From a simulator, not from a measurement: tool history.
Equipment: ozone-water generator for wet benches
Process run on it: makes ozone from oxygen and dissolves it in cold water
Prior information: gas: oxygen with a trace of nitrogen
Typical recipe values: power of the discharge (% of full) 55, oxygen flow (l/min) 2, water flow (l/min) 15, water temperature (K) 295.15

| run | hour | power of the discharge (% of full) | oxygen flow (l/min) | water flow (l/min) | water temperature (K) | dissolved ozone (ppm) | ozone in the gas ahead of the water (g/m3) |
|---|---|---|---|---|---|---|---|
| 1 | 0 | 55 | 2 | 15 | 295.15 | 7.19 | 131 |
| 2 | 112.4 | 55 | 2 | 15 | 295.15 | 7.35 | 130.8 |
| 3 | 209.4 | 55 | 2 | 15 | 295.15 | 7.25 | 131.4 |
| 4 | 308.4 | 55 | 2 | 15 | 295.15 | 7.23 | 131.9 |
| 5 | 425.2 | 55 | 2 | 15 | 295.15 | 7.32 | 131.2 |
| 6 | 511.1 | 55 | 2 | 15 | 295.15 | 7.11 | 130.8 |
| 7 | 560.4 | 55 | 1.56 | 17 | 295.15 | 6.11 | 149.3 |
| 8 | 679.9 | 55 | 1.56 | 17 | 295.15 | 6.09 | 149 |

What will run 9 give?
| 9 | 769.4 | 55 | 1.56 | 17 | 295.15 | ? | ? |

{"run 9": {"dissolved ozone (ppm)": 6.1, "ozone in the gas ahead of the water (g/m3)": 147.3}}
If the tool had no hidden condition, the same run with the same run-to-run variation would have returned dissolved ozone (ppm) 6.1, ozone in the gas ahead of the water (g/m3) 147.4.
